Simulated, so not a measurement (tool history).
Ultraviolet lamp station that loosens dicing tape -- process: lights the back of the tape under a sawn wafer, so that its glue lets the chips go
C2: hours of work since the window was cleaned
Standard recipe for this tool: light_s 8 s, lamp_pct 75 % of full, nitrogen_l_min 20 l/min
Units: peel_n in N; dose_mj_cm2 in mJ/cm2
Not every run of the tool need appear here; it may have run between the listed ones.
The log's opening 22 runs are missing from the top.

run 23 hour=160.6 | light_s=15 lamp_pct=85 nitrogen_l_min=27 | hours_of_work_of_the_lamp=281 C2=16 | peel_n=0.103 dose_mj_cm2=1046
run 24 hour=169.2 | light_s=8 lamp_pct=79 nitrogen_l_min=19 | hours_of_work_of_the_lamp=285 C2=21 | peel_n=0.299 dose_mj_cm2=525
run 25 hour=176.8 | light_s=8 lamp_pct=89 nitrogen_l_min=19 | hours_of_work_of_the_lamp=289 C2=25 | peel_n=0.228 dose_mj_cm2=585
run 26 hour=185.7 | light_s=8 lamp_pct=89 nitrogen_l_min=19 | hours_of_work_of_the_lamp=293 C2=29 | peel_n=0.230 dose_mj_cm2=589
run 27 hour=194.3 | light_s=8 lamp_pct=89 nitrogen_l_min=19 | hours_of_work_of_the_lamp=298 C2=34 | peel_n=0.220 dose_mj_cm2=585
run 28 hour=200.6 | light_s=8 lamp_pct=89 nitrogen_l_min=19 | hours_of_work_of_the_lamp=301 C2=37 | peel_n=0.231 dose_mj_cm2=585
run 29 hour=208.3 | light_s=8 lamp_pct=90 nitrogen_l_min=20 | hours_of_work_of_the_lamp=305 C2=41 | peel_n=0.226 dose_mj_cm2=590
run 30 hour=215.8 | light_s=8 lamp_pct=90 nitrogen_l_min=20 | hours_of_work_of_the_lamp=309 C2=45 | peel_n=0.231 dose_mj_cm2=587
run 31 hour=221.4 | light_s=5 lamp_pct=70 nitrogen_l_min=6 | hours_of_work_of_the_lamp=312 C2=48 | peel_n=1.799 dose_mj_cm2=285
run 32 hour=229.0 | light_s=5 lamp_pct=70 nitrogen_l_min=6 | hours_of_work_of_the_lamp=316 C2=52 | peel_n=1.863 dose_mj_cm2=286
run 33 hour=238.2 | light_s=8 lamp_pct=98 nitrogen_l_min=20 | hours_of_work_of_the_lamp=321 C2=56 | peel_n=0.197 dose_mj_cm2=636
run 34 hour=244.9 | light_s=6 lamp_pct=72 nitrogen_l_min=20 | hours_of_work_of_the_lamp=324 C2=60 | peel_n=0.691 dose_mj_cm2=347
run 35 hour=252.7 | light_s=8 lamp_pct=75 nitrogen_l_min=10 | hours_of_work_of_the_lamp=328 C2=64 | peel_n=0.588 dose_mj_cm2=485
run 36 hour=259.6 | light_s=9 lamp_pct=84 nitrogen_l_min=35 | hours_of_work_of_the_lamp=332 C2=67 | peel_n=0.147 dose_mj_cm2=617
run 37 hour=268.0 | light_s=8 lamp_pct=71 nitrogen_l_min=31 | hours_of_work_of_the_lamp=336 C2=72 | peel_n=0.288 dose_mj_cm2=457
run 38 hour=274.7 | light_s=6 lamp_pct=84 nitrogen_l_min=25 | hours_of_work_of_the_lamp=339 C2=75 | peel_n=0.444 dose_mj_cm2=406
run 39 hour=282.1 | light_s=6 lamp_pct=84 nitrogen_l_min=25 | hours_of_work_of_the_lamp=343 C2=79 | peel_n=0.427 dose_mj_cm2=410
run 40 hour=289.3 | light_s=6 lamp_pct=84 nitrogen_l_min=25 | hours_of_work_of_the_lamp=347 C2=83 | peel_n=0.433 dose_mj_cm2=400

Forecast each of these 5 alternatives for the next run:
run A hour=296.8 | light_s=8 lamp_pct=89 nitrogen_l_min=20 | hours_of_work_of_the_lamp=351 C2=87 | peel_n=? dose_mj_cm2=?
run B hour=296.8 | light_s=9 lamp_pct=78 nitrogen_l_min=30 | hours_of_work_of_the_lamp=351 C2=87 | peel_n=? dose_mj_cm2=?
run C hour=296.8 | light_s=9 lamp_pct=84 nitrogen_l_min=15 | hours_of_work_of_the_lamp=351 C2=87 | peel_n=? dose_mj_cm2=?
run D hour=296.8 | light_s=6 lamp_pct=84 nitrogen_l_min=25 | hours_of_work_of_the_lamp=351 C2=87 | peel_n=? dose_mj_cm2=?
run E hour=296.8 | light_s=5 lamp_pct=84 nitrogen_l_min=25 | hours_of_work_of_the_lamp=351 C2=87 | peel_n=? dose_mj_cm2=?

run=A peel_n=0.236 dose_mj_cm2=571
run=B peel_n=0.190 dose_mj_cm2=563
run=C peel_n=0.268 dose_mj_cm2=606
run=D peel_n=0.441 dose_mj_cm2=406
run=E peel_n=0.663 dose_mj_cm2=335
Without the tool's hidden state the same runs would have given:
run=A peel_n=0.181 dose_mj_cm2=647
run=B peel_n=0.151 dose_mj_cm2=638
run=C peel_n=0.206 dose_mj_cm2=686
run=D peel_n=0.333 dose_mj_cm2=460
run=E peel_n=0.510 dose_mj_cm2=379
